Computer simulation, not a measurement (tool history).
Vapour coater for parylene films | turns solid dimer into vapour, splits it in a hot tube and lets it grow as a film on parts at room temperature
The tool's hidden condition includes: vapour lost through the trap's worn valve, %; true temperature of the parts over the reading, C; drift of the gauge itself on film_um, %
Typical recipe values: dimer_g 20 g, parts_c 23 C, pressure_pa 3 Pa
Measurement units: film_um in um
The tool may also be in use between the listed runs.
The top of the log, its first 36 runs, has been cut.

| run | hour | dimer_g | parts_c | pressure_pa | hours of work since the trap's valve was overhauled | hours of work since the table's thermometer was calibrated | film_um |
|---|---|---|---|---|---|---|---|
| 37 | 586.3 | 30 | 23 | 10.44 | 217 | 102 | 16.3 |
| 38 | 607.6 | 30 | 23 | 10.44 | 229 | 114 | 16.05 |
| 39 | 626.3 | 13 | 25 | 9.3 | 239 | 125 | 6.68 |
| 40 | 636.6 | 13 | 16 | 9.3 | 245 | 131 | 8.75 |
| 41 | 647.8 | 13 | 25 | 6.59 | 251 | 137 | 6.79 |
| 42 | 664.5 | 13 | 25 | 6.59 | 261 | 147 | 6.82 |
| 43 | 679.7 | 20 | 23 | 4.31 | 269 | 155 | 11.47 |
| 44 | 691.7 | 25 | 23 | 4.31 | 276 | 162 | 14.29 |
| 45 | 709.8 | 25 | 23 | 4.31 | 286 | 172 | 14.33 |
| 46 | 721.1 | 25 | 23 | 4.31 | 293 | 178 | 14.2 |

Forecast each of these 4 alternatives for the next run:
| A | 739.6 | 35 | 23 | 2.67 | 303 | 189 | ? |
| B | 739.6 | 20 | 19 | 4.78 | 303 | 189 | ? |
| C | 739.6 | 29 | 24 | 3.69 | 303 | 189 | ? |
| D | 739.6 | 20 | 35 | 3 | 303 | 189 | ? |

| run | film_um |
|---|---|
| A | 20.61 |
| B | 12.79 |
| C | 16.35 |
| D | 8.21 |
What these runs would have given with no unlogged condition in the tool:
| run | film_um |
|---|---|
| A | 21.92 |
| B | 13.61 |
| C | 17.39 |
| D | 8.73 |
